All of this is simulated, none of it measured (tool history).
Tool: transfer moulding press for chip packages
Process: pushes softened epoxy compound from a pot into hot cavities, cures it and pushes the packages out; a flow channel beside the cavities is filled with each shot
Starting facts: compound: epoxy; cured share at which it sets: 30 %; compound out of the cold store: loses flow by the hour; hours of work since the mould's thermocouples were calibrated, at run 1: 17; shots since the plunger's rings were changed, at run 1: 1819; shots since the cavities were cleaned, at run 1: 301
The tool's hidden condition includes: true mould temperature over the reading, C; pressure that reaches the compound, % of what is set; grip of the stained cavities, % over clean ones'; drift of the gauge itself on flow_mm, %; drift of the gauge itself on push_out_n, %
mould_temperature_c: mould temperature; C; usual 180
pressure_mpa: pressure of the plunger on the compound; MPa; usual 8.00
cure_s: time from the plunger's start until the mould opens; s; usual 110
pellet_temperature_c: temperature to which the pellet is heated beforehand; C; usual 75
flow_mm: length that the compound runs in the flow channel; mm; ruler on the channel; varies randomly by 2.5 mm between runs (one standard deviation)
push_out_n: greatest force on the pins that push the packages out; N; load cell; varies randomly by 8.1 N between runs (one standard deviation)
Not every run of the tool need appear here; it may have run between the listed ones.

run,hour,mould_temperature_c,pressure_mpa,cure_s,pellet_temperature_c,hours of work since the mould's thermocouples were calibrated,shots since the plunger's rings were changed,shots since the cavities were cleaned,incoming compound's hours out of the cold store,flow_mm,push_out_n
1,0.0,180,8.00,110,75,17,1819,301,21.4,643,521
# hour 14.0: cavities cleaned with cleaning compound and waxed
2,40.3,180,8.00,110,75,44,2277,310,23.7,626,497
# hour 54.7: cavities cleaned with cleaning compound and waxed
3,63.7,180,8.00,110,75,59,2535,106,38.2,568,385
4,91.4,180,8.00,110,69,78,2862,433,32.1,595,518
# hour 95.6: cavities cleaned with cleaning compound and waxed
5,110.5,180,8.00,110,75,90,3069,176,28.5,605,436
# hour 135.7: cavities cleaned with cleaning compound and waxed
6,138.1,180,8.00,110,75,107,3376,29,30.1,591,361
# hour 177.3: cavities cleaned with cleaning compound and waxed
7,180.9,180,8.00,110,75,136,3863,43,46.7,537,347
# hour 218.4: cavities cleaned with cleaning compound and waxed
8,224.5,180,8.00,110,75,164,4359,72,20.3,625,397
9,243.3,180,8.00,110,75,177,4580,293,39.2,558,471
# hour 257.9: cavities cleaned with cleaning compound and waxed
10,285.4,180,8.00,110,75,205,5059,325,41.7,546,472
# hour 298.4: cavities cleaned with cleaning compound and waxed
# hour 307.8: plunger's sealing rings changed
11,319.0,180,8.00,110,75,225,133,214,33.9,601,441
# hour 341.3: cavities cleaned with cleaning compound and waxed
12,347.7,180,8.00,110,75,244,453,75,13.3,678,397
# hour 383.2: cavities cleaned with cleaning compound and waxed
13,388.6,180,8.51,110,75,270,917,63,33.7,616,374
# hour 423.0: cavities cleaned with cleaning compound and waxed
14,425.6,182,6.30,140,73,295,1336,30,41.8,500,274
15,453.6,182,6.30,140,73,314,1666,360,38.0,516,358
# hour 462.1: cavities cleaned with cleaning compound and waxed
# hour 488.5: mould's thermocouples calibrated
16,498.3,180,9.03,110,82,7,2151,403,38.6,612,491
# hour 505.4: cavities cleaned with cleaning compound and waxed
17,530.1,180,6.38,110,75,27,2509,292,42.8,497,441
# hour 545.9: cavities cleaned with cleaning compound and waxed
18,557.5,180,6.38,110,75,45,2813,136,8.4,619,449
# hour 585.3: cavities cleaned with cleaning compound and waxed
19,597.9,180,8.36,110,75,71,3272,148,9.7,696,463
# hour 625.8: cavities cleaned with cleaning compound and waxed
20,640.4,180,8.36,110,75,99,3755,172,45.3,558,418
# hour 665.1: cavities cleaned with cleaning compound and waxed
21,665.1,180,8.36,110,75,115,4028,0,32.3,599,351
22,698.1,180,8.36,122,75,138,4418,390,42.6,562,426
# hour 705.7: cavities cleaned with cleaning compound and waxed
23,728.6,172,8.92,91,74,158,4759,269,25.4,654,1164
# hour 744.6: cavities cleaned with cleaning compound and waxed
24,766.2,172,8.92,91,74,182,5184,254,20.1,675,1161

Below are 4 alternative next runs, each starting from the tool's condition after run 24. Predict each:
# hour 774.8: plunger's sealing rings changed
# hour 787.2: cavities cleaned with cleaning compound and waxed
A,792.5,172,8.92,91,78,197,190,62,18.2,?,?
# hour 774.8: plunger's sealing rings changed
# hour 787.2: cavities cleaned with cleaning compound and waxed
B,792.5,179,8.92,91,74,197,190,62,13.2,?,?
# hour 774.8: plunger's sealing rings changed
# hour 787.2: cavities cleaned with cleaning compound and waxed
C,792.5,172,8.92,110,74,197,190,62,45.7,?,?
# hour 774.8: plunger's sealing rings changed
# hour 787.2: cavities cleaned with cleaning compound and waxed
D,792.5,180,8.92,113,84,197,190,62,12.9,?,?

run,flow_mm,push_out_n
A,713,991
B,719,666
C,606,615
D,728,381
Stripped of hidden state, with their random variation kept, the same runs would have yielded:
run,flow_mm,push_out_n
A,715,922
B,721,623
C,608,576
D,730,355

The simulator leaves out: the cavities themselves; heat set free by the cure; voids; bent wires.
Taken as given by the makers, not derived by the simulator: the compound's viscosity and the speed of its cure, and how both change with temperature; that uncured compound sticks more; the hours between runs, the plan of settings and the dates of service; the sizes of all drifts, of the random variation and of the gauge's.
